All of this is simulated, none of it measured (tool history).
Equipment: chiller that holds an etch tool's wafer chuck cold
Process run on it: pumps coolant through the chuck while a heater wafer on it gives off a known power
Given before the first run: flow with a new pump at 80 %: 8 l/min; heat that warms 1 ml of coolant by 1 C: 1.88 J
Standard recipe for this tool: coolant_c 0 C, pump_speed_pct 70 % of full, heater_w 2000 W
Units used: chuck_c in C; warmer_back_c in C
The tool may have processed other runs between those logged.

run	day	coolant_c	pump_speed_pct	heater_w	chuck_c	warmer_back_c
1	0.000	0	70	2000	19.8	9.26
2	4.496	0	70	2000	19.8	9.20
# day 8.042: chiller's thermometer calibrated
3	9.871	0	70	2000	19.8	9.33
4	15.704	0	70	2000	19.8	9.26
5	19.138	0	62	2000	22.3	10.68
6	23.117	0	62	2000	22.2	10.71
7	29.275	0	62	2000	22.0	10.62
8	34.512	0	70	2000	19.7	9.36
9	40.771	0	93	2000	14.8	6.79
10	45.204	0	93	2244	16.8	7.64
11	49.825	0	70	1198	11.8	5.70
12	57.379	0	63	1198	13.3	6.39
13	63.800	4	63	1198	17.1	6.42
14	71.067	7	70	2000	26.7	9.35
15	78.879	7	70	2000	26.8	9.48
16	82.138	7	69	1752	24.5	8.36
17	88.804	4	86	2753	26.0	10.22
18	95.658	3	60	2264	29.1	12.75
19	99.633	3	60	2264	29.1	12.77
20	106.604	-4	70	2000	15.6	9.48
21	112.821	-4	70	2000	15.7	9.57
22	117.729	-7	87	2000	9.0	7.47
23	124.483	-7	87	2000	9.0	7.52
24	128.067	8	65	2148	30.7	11.07
25	134.725	-9	64	2603	18.8	13.60
26	138.858	-4	68	1569	12.0	7.83
27	145.117	-4	68	1569	12.1	7.91
28	152.092	-4	68	1569	12.0	7.90
29	158.492	10	92	1928	24.6	6.96

5 ways to go on from here, each from the tool as it stands after run 29. What would each give?
# day 159.542: gauge calibrated
A	163.871	6	83	1708	?	?
# day 159.542: gauge calibrated
B	163.871	9	69	1003	?	?
# day 159.542: gauge calibrated
C	163.871	-4	83	1187	?	?
# day 159.542: gauge calibrated
D	163.871	2	68	1118	?	?
# day 159.542: gauge calibrated
E	163.871	6	74	2828	?	?

run	chuck_c	warmer_back_c
A	20.3	6.54
B	19.0	4.70
C	5.8	4.56
D	13.4	5.37
E	32.5	12.38
Without the tool's hidden state the same runs would have given:
run	chuck_c	warmer_back_c
A	20.3	6.52
B	19.0	4.68
C	5.7	4.54
D	13.4	5.35
E	32.4	12.35
